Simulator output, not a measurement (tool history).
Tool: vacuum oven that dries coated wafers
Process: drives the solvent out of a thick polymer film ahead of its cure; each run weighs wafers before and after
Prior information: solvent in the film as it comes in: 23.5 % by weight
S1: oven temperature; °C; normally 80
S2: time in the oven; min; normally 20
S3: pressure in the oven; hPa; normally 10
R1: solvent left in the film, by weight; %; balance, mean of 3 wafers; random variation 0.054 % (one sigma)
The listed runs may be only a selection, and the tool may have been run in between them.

run 1 hour=0 | S1=80 S2=20 S3=10 | R1=2.45
run 2 hour=47.6 | S1=65 S2=20 S3=10 | R1=6.81
run 3 hour=90.5 | S1=80 S2=20 S3=9.5 | R1=2.53
run 4 hour=127.5 | S1=80 S2=20 S3=9.5 | R1=2.4
run 5 hour=182.3 | S1=80 S2=20 S3=9.5 | R1=2.39
run 6 hour=237.6 | S1=93 S2=20 S3=9.5 | R1=1.03
run 7 hour=295.7 | S1=93 S2=20 S3=9.5 | R1=1.13
run 8 hour=335.1 | S1=93 S2=20 S3=9.5 | R1=1.2
run 9 hour=376.6 | S1=90 S2=20 S3=10 | R1=1.48
run 10 hour=436.6 | S1=89 S2=20 S3=10 | R1=1.67
run 11 hour=479.7 | S1=89 S2=20 S3=10 | R1=1.53
run 12 hour=522.7 | S1=89 S2=20 S3=10 | R1=1.58
run 13 hour=568.3 | S1=89 S2=20 S3=10 | R1=1.53
run 14 hour=614.3 | S1=80 S2=20 S3=17.3 | R1=4.1
run 15 hour=651.7 | S1=80 S2=20 S3=10 | R1=2.71
-- hour=682.2 oven's thermocouples calibrated
run 16 hour=693.3 | S1=80 S2=20 S3=10 | R1=2.38
run 17 hour=733.3 | S1=66 S2=20 S3=10 | R1=5.96
run 18 hour=764.8 | S1=80 S2=20 S3=10 | R1=2.45
run 19 hour=800.5 | S1=75 S2=20 S3=10 | R1=3.37
run 20 hour=858.1 | S1=91 S2=20 S3=10 | R1=1.26
run 21 hour=919.3 | S1=80 S2=21 S3=10 | R1=2.38
run 22 hour=967.9 | S1=67 S2=13 S3=10 | R1=8.31
run 23 hour=1029.3 | S1=66 S2=24 S3=10 | R1=5.5
run 24 hour=1070.8 | S1=66 S2=24 S3=10 | R1=5.55
run 25 hour=1108.8 | S1=89 S2=24 S3=38.8 | R1=4.84
run 26 hour=1144.1 | S1=89 S2=24 S3=38.8 | R1=4.7
run 27 hour=1207.6 | S1=80 S2=14 S3=22.4 | R1=5.83
run 28 hour=1266.8 | S1=80 S2=14 S3=17.4 | R1=4.94
run 29 hour=1320.6 | S1=86 S2=25 S3=6.3 | R1=1.33
run 30 hour=1353.1 | S1=86 S2=25 S3=10.2 | R1=1.82
run 31 hour=1390.6 | S1=86 S2=25 S3=10.2 | R1=1.81
run 32 hour=1422.7 | S1=86 S2=25 S3=17.5 | R1=2.83
run 33 hour=1476.4 | S1=87 S2=11 S3=6.7 | R1=2.84
run 34 hour=1522 | S1=65 S2=11 S3=14.7 | R1=11.42
run 35 hour=1549.6 | S1=71 S2=23 S3=18.2 | R1=6.44
run 36 hour=1576.9 | S1=92 S2=23 S3=18.2 | R1=2.29

Predict the results of run 37:
run 37 hour=1622.6 | S1=75 S2=24 S3=7.4 | R1=?

R1: 2.86 %
Had the tool carried no hidden state, the very same run would have given R1 2.01 %.
